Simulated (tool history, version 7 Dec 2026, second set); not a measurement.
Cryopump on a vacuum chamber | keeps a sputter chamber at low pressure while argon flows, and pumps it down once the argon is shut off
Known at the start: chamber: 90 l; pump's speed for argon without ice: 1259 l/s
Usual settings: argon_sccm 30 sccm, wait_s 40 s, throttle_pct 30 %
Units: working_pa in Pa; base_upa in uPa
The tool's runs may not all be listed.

Run 1, hour 0.0: usual settings. Result: working_pa 0.1412 Pa, base_upa 3.57 uPa.
Run 2, hour 40.9: usual settings. Result: working_pa 0.1424 Pa, base_upa 3.73 uPa.
Run 3, hour 69.8: usual settings. Result: working_pa 0.1421 Pa, base_upa 3.77 uPa.
Run 4, hour 121.5: usual settings. Result: working_pa 0.1419 Pa, base_upa 3.93 uPa.
Run 5, hour 156.0: usual settings but wait_s 222 s. Result: working_pa 0.1426 Pa, base_upa 2.88 uPa.
Run 6, hour 203.6: usual settings but wait_s 222 s. Result: working_pa 0.1439 Pa, base_upa 3.03 uPa.
Run 7, hour 248.1: usual settings but wait_s 222 s. Result: working_pa 0.1431 Pa, base_upa 3.10 uPa.
Run 8, hour 302.2: usual settings but wait_s 222 s. Result: working_pa 0.1455 Pa, base_upa 3.31 uPa.
Run 9, hour 329.8: usual settings. Result: working_pa 0.1446 Pa, base_upa 4.61 uPa.
At hour 342.1: leaking fittings of the chamber tightened, without venting.
Run 10, hour 381.8: usual settings but throttle_pct 18 %. Result: working_pa 0.2340 Pa, base_upa 1.81 uPa.
Run 11, hour 433.1: usual settings but throttle_pct 18 %. Result: working_pa 0.2359 Pa, base_upa 1.93 uPa.
Run 12, hour 484.1: usual settings but throttle_pct 18 %. Result: working_pa 0.2377 Pa, base_upa 2.08 uPa.
Run 13, hour 525.0: usual settings but throttle_pct 18 %. Result: working_pa 0.2363 Pa, base_upa 2.19 uPa.
At hour 554.1: pump warmed up, emptied and cooled again.
Run 14, hour 561.9: usual settings but wait_s 64 s. Result: working_pa 0.1349 Pa, base_upa 1.48 uPa.
Run 15, hour 605.3: usual settings but wait_s 64 s. Result: working_pa 0.1363 Pa, base_upa 1.59 uPa.
Run 16, hour 634.6: usual settings but wait_s 64 s. Result: working_pa 0.1361 Pa, base_upa 1.69 uPa.
Run 17, hour 671.5: usual settings but wait_s 64 s. Result: working_pa 0.1367 Pa, base_upa 1.76 uPa.
Run 18, hour 735.4: usual settings but wait_s 74 s, throttle_pct 22 %. Result: working_pa 0.1856 Pa, base_upa 1.78 uPa.
Run 19, hour 768.5: usual settings but argon_sccm 33 sccm, wait_s 248 s, throttle_pct 21 %. Result: working_pa 0.2133 Pa, base_upa 1.36 uPa.
Run 20, hour 797.1: usual settings but argon_sccm 50 sccm, throttle_pct 37 %. Result: working_pa 0.1861 Pa, base_upa 2.56 uPa.
Run 21, hour 851.0: usual settings but argon_sccm 50 sccm, wait_s 264 s, throttle_pct 37 %. Result: working_pa 0.1880 Pa, base_upa 1.44 uPa.
Run 22, hour 900.1: usual settings but argon_sccm 51 sccm, wait_s 204 s, throttle_pct 26 %. Result: working_pa 0.2719 Pa, base_upa 1.59 uPa.
Run 23, hour 966.7: usual settings but argon_sccm 34 sccm, wait_s 35 s. Result: working_pa 0.1585 Pa, base_upa 3.15 uPa.
Run 24, hour 1034.2: usual settings but argon_sccm 34 sccm, wait_s 35 s. Result: working_pa 0.1591 Pa, base_upa 3.21 uPa.
Run 25, hour 1069.2: usual settings but argon_sccm 48 sccm, wait_s 79 s, throttle_pct 23 %. Result: working_pa 0.2893 Pa, base_upa 2.46 uPa.
Run 26, hour 1108.9: usual settings but argon_sccm 13 sccm, wait_s 88 s, throttle_pct 34 %. Result: working_pa 0.0544 Pa, base_upa 2.45 uPa.
Run 27, hour 1158.0: usual settings but argon_sccm 52 sccm, wait_s 75 s, throttle_pct 47 %. Result: working_pa 0.1613 Pa, base_upa 2.68 uPa.
Run 28, hour 1217.0: usual settings but argon_sccm 52 sccm, wait_s 75 s, throttle_pct 47 %. Result: working_pa 0.1635 Pa, base_upa 2.82 uPa.
Run 29, hour 1257.2: usual settings but argon_sccm 52 sccm, wait_s 75 s, throttle_pct 43 %. Result: working_pa 0.1767 Pa, base_upa 2.92 uPa.
Run 30, hour 1296.6: usual settings but argon_sccm 52 sccm, wait_s 75 s, throttle_pct 43 %. Result: working_pa 0.1783 Pa, base_upa 3.04 uPa.
Run 31, hour 1324.4: usual settings but argon_sccm 47 sccm, throttle_pct 32 %. Result: working_pa 0.2115 Pa, base_upa 3.70 uPa.
Run 32, hour 1371.0: usual settings but argon_sccm 47 sccm, throttle_pct 32 %. Result: working_pa 0.2133 Pa, base_upa 3.90 uPa.
Run 33, hour 1423.0: usual settings but argon_sccm 45 sccm, throttle_pct 40 %. Result: working_pa 0.1663 Pa, base_upa 4.04 uPa.

Some steps in working_pa between neighbouring runs. How much of each would the tool show without its hidden state too (settings, what came in, random variation), and how much is left for the hidden state, with any gauge scatter that isn't in both results?
The hidden state here: pump's speed, % of a pump's without ice; cold plate's temperature, K; leak into the chamber, uPa l/s; drift of the gauge itself on working_pa, %; drift of the gauge itself on base_upa, %.
Run 13 -> 14: wait_s 40 -> 64, throttle_pct 18 -> 30, pump warmed up, emptied and cooled again. working_pa -0.1014 Pa: hidden state -0.0122, all else -0.0892.
Run 22 -> 23: argon_sccm 51 -> 34, wait_s 204 -> 35, throttle_pct 26 -> 30. working_pa -0.1134 Pa: hidden state -0.0019, all else -0.1115.
Run 24 -> 25: argon_sccm 34 -> 48, wait_s 35 -> 79, throttle_pct 30 -> 23. working_pa +0.1302 Pa: hidden state +0.0033, all else +0.1269.
Run 25 -> 26: argon_sccm 48 -> 13, wait_s 79 -> 88, throttle_pct 23 -> 34. working_pa -0.2349 Pa: hidden state -0.0072, all else -0.2277.
Run 26 -> 27: argon_sccm 13 -> 52, wait_s 88 -> 75, throttle_pct 34 -> 47. working_pa +0.1069 Pa: hidden state +0.0096, all else +0.0973.
